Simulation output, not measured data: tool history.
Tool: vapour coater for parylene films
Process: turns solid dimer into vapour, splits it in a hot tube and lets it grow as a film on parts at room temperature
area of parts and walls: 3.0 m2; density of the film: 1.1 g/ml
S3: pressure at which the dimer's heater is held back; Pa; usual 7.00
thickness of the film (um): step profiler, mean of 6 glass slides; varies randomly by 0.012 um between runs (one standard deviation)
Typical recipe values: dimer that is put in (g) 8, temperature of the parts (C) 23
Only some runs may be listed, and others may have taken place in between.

{"run": 1, "hour": 0.0, "dimer that is put in (g)": 8, "temperature of the parts (C)": 23, "S3": 7.0, "thickness of the film (um)": 1.38}
{"run": 2, "hour": 12.5, "dimer that is put in (g)": 8, "temperature of the parts (C)": 23, "S3": 7.0, "thickness of the film (um)": 1.39}
{"run": 3, "hour": 24.3, "dimer that is put in (g)": 8, "temperature of the parts (C)": 23, "S3": 5.44, "thickness of the film (um)": 1.46}
{"run": 4, "hour": 36.9, "dimer that is put in (g)": 8, "temperature of the parts (C)": 23, "S3": 5.44, "thickness of the film (um)": 1.45}
{"run": 5, "hour": 44.5, "dimer that is put in (g)": 8, "temperature of the parts (C)": 23, "S3": 7.0, "thickness of the film (um)": 1.37}
{"run": 6, "hour": 52.8, "dimer that is put in (g)": 8, "temperature of the parts (C)": 19, "S3": 7.0, "thickness of the film (um)": 1.62}
{"run": 7, "hour": 69.3, "dimer that is put in (g)": 8, "temperature of the parts (C)": 19, "S3": 7.0, "thickness of the film (um)": 1.61}
{"run": 8, "hour": 81.2, "dimer that is put in (g)": 8, "temperature of the parts (C)": 19, "S3": 7.0, "thickness of the film (um)": 1.61}
{"run": 9, "hour": 93.5, "dimer that is put in (g)": 8, "temperature of the parts (C)": 19, "S3": 7.0, "thickness of the film (um)": 1.59}
{"run": 10, "hour": 109.2, "dimer that is put in (g)": 8, "temperature of the parts (C)": 23, "S3": 7.0, "thickness of the film (um)": 1.35}
{"run": 11, "hour": 122.0, "dimer that is put in (g)": 8, "temperature of the parts (C)": 23, "S3": 7.0, "thickness of the film (um)": 1.34}
{"run": 12, "hour": 140.2, "dimer that is put in (g)": 8, "temperature of the parts (C)": 23, "S3": 7.0, "thickness of the film (um)": 1.33}
{"run": 13, "hour": 149.6, "dimer that is put in (g)": 8, "temperature of the parts (C)": 23, "S3": 7.0, "thickness of the film (um)": 1.35}
{"run": 14, "hour": 161.1, "dimer that is put in (g)": 3, "temperature of the parts (C)": 23, "S3": 7.0, "thickness of the film (um)": 0.49}
{"run": 15, "hour": 175.2, "dimer that is put in (g)": 3, "temperature of the parts (C)": 23, "S3": 7.0, "thickness of the film (um)": 0.5}
{"run": 16, "hour": 189.5, "dimer that is put in (g)": 8, "temperature of the parts (C)": 29, "S3": 7.0, "thickness of the film (um)": 1.03}
{"run": 17, "hour": 200.1, "dimer that is put in (g)": 8, "temperature of the parts (C)": 23, "S3": 7.0, "thickness of the film (um)": 1.34}
{"run": 18, "hour": 207.9, "dimer that is put in (g)": 8, "temperature of the parts (C)": 23, "S3": 7.0, "thickness of the film (um)": 1.34}
{"run": 19, "hour": 223.7, "dimer that is put in (g)": 8, "temperature of the parts (C)": 23, "S3": 7.0, "thickness of the film (um)": 1.33}
{"run": 20, "hour": 236.3, "dimer that is put in (g)": 8, "temperature of the parts (C)": 23, "S3": 7.0, "thickness of the film (um)": 1.32}
{"run": 21, "hour": 249.5, "dimer that is put in (g)": 8, "temperature of the parts (C)": 23, "S3": 7.0, "thickness of the film (um)": 1.31}
{"run": 22, "hour": 266.0, "dimer that is put in (g)": 5, "temperature of the parts (C)": 23, "S3": 7.0, "thickness of the film (um)": 0.81}
{"run": 23, "hour": 279.6, "dimer that is put in (g)": 8, "temperature of the parts (C)": 23, "S3": 7.0, "thickness of the film (um)": 1.34}
{"run": 24, "hour": 297.9, "dimer that is put in (g)": 7, "temperature of the parts (C)": 34, "S3": 4.68, "thickness of the film (um)": 0.83}
{"run": 25, "hour": 312.0, "dimer that is put in (g)": 7, "temperature of the parts (C)": 34, "S3": 4.68, "thickness of the film (um)": 0.82}
{"run": 26, "hour": 320.7, "dimer that is put in (g)": 7, "temperature of the parts (C)": 34, "S3": 4.68, "thickness of the film (um)": 0.81}
{"run": 27, "hour": 328.8, "dimer that is put in (g)": 7, "temperature of the parts (C)": 34, "S3": 4.68, "thickness of the film (um)": 0.79}
{"run": 28, "hour": 338.4, "dimer that is put in (g)": 8, "temperature of the parts (C)": 33, "S3": 7.0, "thickness of the film (um)": 0.86}
{"run": 29, "hour": 351.6, "dimer that is put in (g)": 8, "temperature of the parts (C)": 23, "S3": 5.96, "thickness of the film (um)": 1.37}
{"run": 30, "hour": 362.5, "dimer that is put in (g)": 8, "temperature of the parts (C)": 15, "S3": 7.0, "thickness of the film (um)": 1.79}
{"run": 31, "hour": 380.7, "dimer that is put in (g)": 4, "temperature of the parts (C)": 15, "S3": 7.0, "thickness of the film (um)": 0.89}
{"run": 32, "hour": 397.8, "dimer that is put in (g)": 4, "temperature of the parts (C)": 15, "S3": 7.0, "thickness of the film (um)": 0.88}
{"run": 33, "hour": 407.8, "dimer that is put in (g)": 4, "temperature of the parts (C)": 16, "S3": 11.67, "thickness of the film (um)": 0.73}
{"run": 34, "hour": 416.2, "dimer that is put in (g)": 4, "temperature of the parts (C)": 16, "S3": 11.67, "thickness of the film (um)": 0.75}
{"run": 35, "hour": 430.1, "dimer that is put in (g)": 9, "temperature of the parts (C)": 24, "S3": 10.62, "thickness of the film (um)": 1.23}
{"run": 36, "hour": 440.6, "dimer that is put in (g)": 10, "temperature of the parts (C)": 17, "S3": 4.7, "thickness of the film (um)": 2.23}
{"run": 37, "hour": 449.5, "dimer that is put in (g)": 10, "temperature of the parts (C)": 17, "S3": 4.7, "thickness of the film (um)": 2.19}
{"run": 38, "hour": 457.9, "dimer that is put in (g)": 6, "temperature of the parts (C)": 16, "S3": 9.2, "thickness of the film (um)": 1.19}
{"run": 39, "hour": 466.6, "dimer that is put in (g)": 6, "temperature of the parts (C)": 32, "S3": 10.28, "thickness of the film (um)": 0.6}
{"run": 40, "hour": 482.0, "dimer that is put in (g)": 6, "temperature of the parts (C)": 32, "S3": 10.28, "thickness of the film (um)": 0.61}
{"run": 41, "hour": 491.3, "dimer that is put in (g)": 5, "temperature of the parts (C)": 23, "S3": 7.0, "thickness of the film (um)": 0.79}
{"run": 42, "hour": 505.0, "dimer that is put in (g)": 10, "temperature of the parts (C)": 22, "S3": 2.52, "thickness of the film (um)": 2.08}
{"run": 43, "hour": 517.6, "dimer that is put in (g)": 8, "temperature of the parts (C)": 26, "S3": 7.0, "thickness of the film (um)": 1.11}
{"run": 44, "hour": 532.8, "dimer that is put in (g)": 9, "temperature of the parts (C)": 15, "S3": 7.96, "thickness of the film (um)": 1.89}
{"run": 45, "hour": 548.1, "dimer that is put in (g)": 8, "temperature of the parts (C)": 29, "S3": 8.5, "thickness of the film (um)": 0.93}
{"run": 46, "hour": 560.6, "dimer that is put in (g)": 8, "temperature of the parts (C)": 19, "S3": 3.41, "thickness of the film (um)": 1.73}

Measured result minus the same run's result without the hidden state. Both carry the same run-to-run variation, though not necessarily the same gauge scatter:
The tool's hidden condition here consists of: vapour lost through the trap's worn valve, %; true temperature of the parts over the reading, C; drift of the gauge itself on film_um, %.
run=1 thickness_of_the_film_(um)=-0.03
run=2 thickness_of_the_film_(um)=-0.03
run=3 thickness_of_the_film_(um)=-0.04
run=4 thickness_of_the_film_(um)=-0.04
run=5 thickness_of_the_film_(um)=-0.04
run=6 thickness_of_the_film_(um)=-0.05
run=7 thickness_of_the_film_(um)=-0.05
run=8 thickness_of_the_film_(um)=-0.05
run=9 thickness_of_the_film_(um)=-0.06
run=10 thickness_of_the_film_(um)=-0.06
run=11 thickness_of_the_film_(um)=-0.06
run=12 thickness_of_the_film_(um)=-0.07
run=13 thickness_of_the_film_(um)=-0.07
run=14 thickness_of_the_film_(um)=-0.03
run=15 thickness_of_the_film_(um)=-0.03
run=16 thickness_of_the_film_(um)=-0.06
run=17 thickness_of_the_film_(um)=-0.08
run=18 thickness_of_the_film_(um)=-0.08
run=19 thickness_of_the_film_(um)=-0.08
run=20 thickness_of_the_film_(um)=-0.09
run=21 thickness_of_the_film_(um)=-0.09
run=22 thickness_of_the_film_(um)=-0.06
run=23 thickness_of_the_film_(um)=-0.10
run=24 thickness_of_the_film_(um)=-0.06
run=25 thickness_of_the_film_(um)=-0.06
run=26 thickness_of_the_film_(um)=-0.07
run=27 thickness_of_the_film_(um)=-0.07
run=28 thickness_of_the_film_(um)=-0.08
run=29 thickness_of_the_film_(um)=-0.12
run=30 thickness_of_the_film_(um)=-0.16
run=31 thickness_of_the_film_(um)=-0.09
run=32 thickness_of_the_film_(um)=-0.09
run=33 thickness_of_the_film_(um)=-0.08
run=34 thickness_of_the_film_(um)=-0.08
run=35 thickness_of_the_film_(um)=-0.13
run=36 thickness_of_the_film_(um)=-0.24
run=37 thickness_of_the_film_(um)=-0.24
run=38 thickness_of_the_film_(um)=-0.13
run=39 thickness_of_the_film_(um)=-0.07
run=40 thickness_of_the_film_(um)=-0.07
run=41 thickness_of_the_film_(um)=-0.09
run=42 thickness_of_the_film_(um)=-0.26
run=43 thickness_of_the_film_(um)=-0.13
run=44 thickness_of_the_film_(um)=-0.24
run=45 thickness_of_the_film_(um)=-0.12
run=46 thickness_of_the_film_(um)=-0.23
